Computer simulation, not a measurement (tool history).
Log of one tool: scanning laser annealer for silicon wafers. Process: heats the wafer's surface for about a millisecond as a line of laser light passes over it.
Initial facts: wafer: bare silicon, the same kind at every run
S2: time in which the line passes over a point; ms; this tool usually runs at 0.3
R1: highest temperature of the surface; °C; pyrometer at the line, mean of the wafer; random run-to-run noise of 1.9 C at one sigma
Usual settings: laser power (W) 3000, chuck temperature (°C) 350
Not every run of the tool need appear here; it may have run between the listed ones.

{"run": 1, "day": 0.0, "laser power (W)": 3000, "S2": 0.3, "chuck temperature (°C)": 350, "R1": 1177}
{"run": 2, "day": 2.725, "laser power (W)": 3000, "S2": 0.3, "chuck temperature (°C)": 350, "R1": 1174}
{"run": 3, "day": 6.608, "laser power (W)": 3000, "S2": 0.3, "chuck temperature (°C)": 350, "R1": 1177}
{"run": 4, "day": 10.654, "laser power (W)": 3000, "S2": 0.3, "chuck temperature (°C)": 350, "R1": 1171}
{"run": 5, "day": 12.525, "laser power (W)": 3000, "S2": 0.3, "chuck temperature (°C)": 350, "R1": 1176}
{"run": 6, "day": 15.679, "laser power (W)": 3000, "S2": 0.3, "chuck temperature (°C)": 350, "R1": 1173}
{"run": 7, "day": 17.671, "laser power (W)": 2669, "S2": 0.213, "chuck temperature (°C)": 348, "R1": 964}
{"run": 8, "day": 19.579, "laser power (W)": 3000, "S2": 0.246, "chuck temperature (°C)": 350, "R1": 1104}
{"day": 21.817, "done": "window over the wafer cleaned"}
{"run": 9, "day": 21.979, "laser power (W)": 2674, "S2": 0.37, "chuck temperature (°C)": 380, "R1": 1165}
{"run": 10, "day": 25.467, "laser power (W)": 2674, "S2": 0.37, "chuck temperature (°C)": 380, "R1": 1164}
{"run": 11, "day": 28.496, "laser power (W)": 2726, "S2": 0.264, "chuck temperature (°C)": 372, "R1": 1066}

Alternative continuations, all from the tool just after run 11; predict every row:
{"run": "A", "day": 30.429, "laser power (W)": 3012, "S2": 0.264, "chuck temperature (°C)": 358, "R1": "?"}
{"run": "B", "day": 30.429, "laser power (W)": 3031, "S2": 0.336, "chuck temperature (°C)": 344, "R1": "?"}
{"run": "C", "day": 30.429, "laser power (W)": 2687, "S2": 0.328, "chuck temperature (°C)": 350, "R1": "?"}
{"run": "D", "day": 30.429, "laser power (W)": 2838, "S2": 0.341, "chuck temperature (°C)": 350, "R1": "?"}
{"run": "E", "day": 30.429, "laser power (W)": 3085, "S2": 0.264, "chuck temperature (°C)": 372, "R1": "?"}

run=A R1=1144
run=B R1=1223
run=C R1=1095
run=D R1=1164
run=E R1=1179
Without the tool's unlogged condition, the same runs would have read:
run=A R1=1145
run=B R1=1224
run=C R1=1095
run=D R1=1165
run=E R1=1179
